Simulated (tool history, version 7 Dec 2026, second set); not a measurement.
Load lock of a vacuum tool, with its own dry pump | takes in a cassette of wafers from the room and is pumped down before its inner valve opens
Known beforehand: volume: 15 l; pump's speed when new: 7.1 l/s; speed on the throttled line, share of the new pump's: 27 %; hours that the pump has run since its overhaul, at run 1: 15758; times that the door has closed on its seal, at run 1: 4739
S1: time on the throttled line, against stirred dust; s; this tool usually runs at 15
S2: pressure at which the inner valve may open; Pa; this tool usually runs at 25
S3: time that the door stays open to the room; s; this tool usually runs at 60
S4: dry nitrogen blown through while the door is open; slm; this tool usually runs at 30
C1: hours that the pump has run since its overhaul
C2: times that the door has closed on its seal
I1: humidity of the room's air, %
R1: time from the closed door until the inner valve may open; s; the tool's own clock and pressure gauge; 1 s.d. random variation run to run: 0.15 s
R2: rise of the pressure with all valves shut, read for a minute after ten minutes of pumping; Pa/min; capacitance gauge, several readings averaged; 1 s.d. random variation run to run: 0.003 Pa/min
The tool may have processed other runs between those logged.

{"run": 1, "hour": 0.0, "S1": 15, "S2": 25, "S3": 60, "S4": 30, "C1": 15758, "C2": 4739, "I1": 47.5, "R1": 31.2, "R2": 0.07}
{"run": 2, "hour": 329.6, "S1": 15, "S2": 25, "S3": 60, "S4": 30, "C1": 16087, "C2": 5752, "I1": 43.9, "R1": 31.3, "R2": 0.07}
{"run": 3, "hour": 756.2, "S1": 15, "S2": 25, "S3": 60, "S4": 30, "C1": 16514, "C2": 7064, "I1": 44.0, "R1": 31.6, "R2": 0.079}
{"run": 4, "hour": 1358.9, "S1": 15, "S2": 25, "S3": 60, "S4": 30, "C1": 17117, "C2": 8917, "I1": 47.0, "R1": 31.9, "R2": 0.098}
{"run": 5, "hour": 1794.1, "S1": 15, "S2": 25, "S3": 41, "S4": 30, "C1": 17552, "C2": 10255, "I1": 45.3, "R1": 31.9, "R2": 0.096}
{"run": 6, "hour": 2350.6, "S1": 15, "S2": 25, "S3": 60, "S4": 30, "C1": 18108, "C2": 11966, "I1": 42.7, "R1": 31.9, "R2": 0.118}
{"hour": 2902.2, "done": "dry pump taken out, an overhauled one fitted"}
{"run": 7, "hour": 2903.3, "S1": 15, "S2": 25, "S3": 60, "S4": 30, "C1": 1, "C2": 13647, "I1": 41.0, "R1": 28.7, "R2": 0.135}
{"run": 8, "hour": 3484.4, "S1": 15, "S2": 25, "S3": 60, "S4": 30, "C1": 582, "C2": 15433, "I1": 47.8, "R1": 29.0, "R2": 0.165}
{"run": 9, "hour": 4012.4, "S1": 15, "S2": 25, "S3": 60, "S4": 30, "C1": 1110, "C2": 17057, "I1": 46.2, "R1": 28.9, "R2": 0.174}
{"run": 10, "hour": 4284.2, "S1": 15, "S2": 25, "S3": 60, "S4": 30, "C1": 1382, "C2": 17892, "I1": 45.3, "R1": 28.8, "R2": 0.187}
{"run": 11, "hour": 4807.5, "S1": 15, "S2": 19, "S3": 60, "S4": 9, "C1": 1905, "C2": 19501, "I1": 46.5, "R1": 30.0, "R2": 0.239}
{"run": 12, "hour": 5373.5, "S1": 15, "S2": 19, "S3": 60, "S4": 9, "C1": 2471, "C2": 21241, "I1": 45.9, "R1": 29.6, "R2": 0.261}
{"run": 13, "hour": 5883.1, "S1": 8, "S2": 19, "S3": 60, "S4": 23, "C1": 2981, "C2": 22808, "I1": 45.0, "R1": 24.9, "R2": 0.275}
{"hour": 5966.2, "done": "door's seal changed, seat wiped"}
{"run": 14, "hour": 6227.4, "S1": 8, "S2": 19, "S3": 60, "S4": 23, "C1": 3324, "C2": 803, "I1": 44.3, "R1": 25.2, "R2": 0.053}
{"run": 15, "hour": 6600.1, "S1": 10, "S2": 20, "S3": 60, "S4": 30, "C1": 3696, "C2": 1949, "I1": 41.1, "R1": 26.3, "R2": 0.048}
{"run": 16, "hour": 7099.9, "S1": 15, "S2": 25, "S3": 60, "S4": 25, "C1": 4196, "C2": 3485, "I1": 48.0, "R1": 29.3, "R2": 0.067}
{"run": 17, "hour": 7529.8, "S1": 12, "S2": 29, "S3": 161, "S4": 30, "C1": 4626, "C2": 4807, "I1": 44.2, "R1": 27.1, "R2": 0.116}
{"run": 18, "hour": 7979.6, "S1": 27, "S2": 25, "S3": 60, "S4": 18, "C1": 5076, "C2": 6190, "I1": 45.7, "R1": 38.5, "R2": 0.088}
{"run": 19, "hour": 8573.0, "S1": 15, "S2": 47, "S3": 60, "S4": 25, "C1": 5669, "C2": 8014, "I1": 45.7, "R1": 28.2, "R2": 0.089}
{"run": 20, "hour": 9137.3, "S1": 15, "S2": 47, "S3": 60, "S4": 25, "C1": 6234, "C2": 9749, "I1": 45.2, "R1": 28.4, "R2": 0.102}

Each row is a separate what-if for the run after 20, all from the same tool condition, not one after another. Results?
{"run": "A", "hour": 9398.2, "S1": 10, "S2": 32, "S3": 60, "S4": 35, "C1": 6495, "C2": 10552, "I1": 46.3, "R1": "?", "R2": "?"}
{"run": "B", "hour": 9398.2, "S1": 12, "S2": 25, "S3": 60, "S4": 30, "C1": 6495, "C2": 10552, "I1": 41.3, "R1": "?", "R2": "?"}
{"run": "C", "hour": 9398.2, "S1": 15, "S2": 25, "S3": 86, "S4": 30, "C1": 6495, "C2": 10552, "I1": 43.3, "R1": "?", "R2": "?"}
{"run": "D", "hour": 9398.2, "S1": 10, "S2": 49, "S3": 60, "S4": 25, "C1": 6495, "C2": 10552, "I1": 45.5, "R1": "?", "R2": "?"}
{"run": "E", "hour": 9398.2, "S1": 11, "S2": 47, "S3": 60, "S4": 10, "C1": 6495, "C2": 10552, "I1": 46.1, "R1": "?", "R2": "?"}

run=A R1=25.9 R2=0.103
run=B R1=27.7 R2=0.107
run=C R1=30.0 R2=0.116
run=D R1=24.7 R2=0.110
run=E R1=25.8 R2=0.129
What these runs would have given with no unlogged condition in the tool:
run=A R1=24.4 R2=0.046
run=B R1=26.2 R2=0.050
run=C R1=28.6 R2=0.059
run=D R1=23.3 R2=0.053
run=E R1=24.4 R2=0.072
